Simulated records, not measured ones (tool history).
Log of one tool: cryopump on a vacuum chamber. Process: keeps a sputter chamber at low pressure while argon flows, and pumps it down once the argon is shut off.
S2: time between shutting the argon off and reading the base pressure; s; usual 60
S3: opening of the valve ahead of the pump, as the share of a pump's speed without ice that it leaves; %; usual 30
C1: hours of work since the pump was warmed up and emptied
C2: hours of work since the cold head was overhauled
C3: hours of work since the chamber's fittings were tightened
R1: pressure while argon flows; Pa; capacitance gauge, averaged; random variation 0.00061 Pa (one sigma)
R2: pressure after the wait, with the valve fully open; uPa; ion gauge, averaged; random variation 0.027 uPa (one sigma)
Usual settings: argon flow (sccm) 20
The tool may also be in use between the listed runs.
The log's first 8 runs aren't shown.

run 9 hour=113.1 | argon_flow_(sccm)=20 S2=60 S3=26 | C1=243 C2=243 C3=517 | R1=0.1025 R2=1.68
run 10 hour=125.9 | argon_flow_(sccm)=20 S2=60 S3=30 | C1=253 C2=253 C3=528 | R1=0.0878 R2=1.64
run 11 hour=146.2 | argon_flow_(sccm)=20 S2=60 S3=30 | C1=270 C2=270 C3=545 | R1=0.0893 R2=1.69
run 12 hour=166 | argon_flow_(sccm)=20 S2=60 S3=30 | C1=287 C2=287 C3=561 | R1=0.0883 R2=1.72
run 13 hour=187 | argon_flow_(sccm)=20 S2=41 S3=30 | C1=304 C2=304 C3=579 | R1=0.0895 R2=2.22
run 14 hour=204.2 | argon_flow_(sccm)=20 S2=41 S3=30 | C1=318 C2=318 C3=593 | R1=0.0899 R2=2.16
run 15 hour=219.3 | argon_flow_(sccm)=20 S2=41 S3=19 | C1=331 C2=331 C3=606 | R1=0.1392 R2=2.28
run 16 hour=231 | argon_flow_(sccm)=20 S2=41 S3=19 | C1=341 C2=341 C3=615 | R1=0.1402 R2=2.26
run 17 hour=243.9 | argon_flow_(sccm)=20 S2=41 S3=19 | C1=352 C2=352 C3=626 | R1=0.1406 R2=2.26
run 18 hour=256.5 | argon_flow_(sccm)=10 S2=49 S3=30 | C1=362 C2=362 C3=637 | R1=0.044 R2=2.09
run 19 hour=275.8 | argon_flow_(sccm)=10 S2=49 S3=30 | C1=378 C2=378 C3=653 | R1=0.0447 R2=2
run 20 hour=291.7 | argon_flow_(sccm)=10 S2=49 S3=30 | C1=391 C2=391 C3=666 | R1=0.0448 R2=2.04
run 21 hour=310.7 | argon_flow_(sccm)=10 S2=49 S3=30 | C1=407 C2=407 C3=682 | R1=0.0441 R2=2.06
run 22 hour=329.1 | argon_flow_(sccm)=20 S2=78 S3=23 | C1=423 C2=423 C3=697 | R1=0.1153 R2=1.65
run 23 hour=341.2 | argon_flow_(sccm)=14 S2=23 S3=15 | C1=433 C2=433 C3=707 | R1=0.1218 R2=3.57
run 24 hour=355.8 | argon_flow_(sccm)=16 S2=26 S3=30 | C1=445 C2=445 C3=719 | R1=0.0716 R2=3.12
run 25 hour=374.9 | argon_flow_(sccm)=14 S2=21 S3=53 | C1=461 C2=461 C3=735 | R1=0.0373 R2=3.71
run 26 hour=385.5 | argon_flow_(sccm)=34 S2=193 S3=16 | C1=470 C2=470 C3=744 | R1=0.2815 R2=1.23
run 27 hour=399.6 | argon_flow_(sccm)=11 S2=191 S3=33 | C1=481 C2=481 C3=756 | R1=0.0453 R2=1.25

The next listed run, before its measurement:
run 28 hour=419.6 | argon_flow_(sccm)=29 S2=191 S3=26 | C1=498 C2=498 C3=773 | R1=? R2=?

Run 28 gave R1 0.1491 Pa, R2 1.25 uPa.
Without the tool's hidden state the same run would have given R1 0.1435 Pa, R2 0.52 uPa.

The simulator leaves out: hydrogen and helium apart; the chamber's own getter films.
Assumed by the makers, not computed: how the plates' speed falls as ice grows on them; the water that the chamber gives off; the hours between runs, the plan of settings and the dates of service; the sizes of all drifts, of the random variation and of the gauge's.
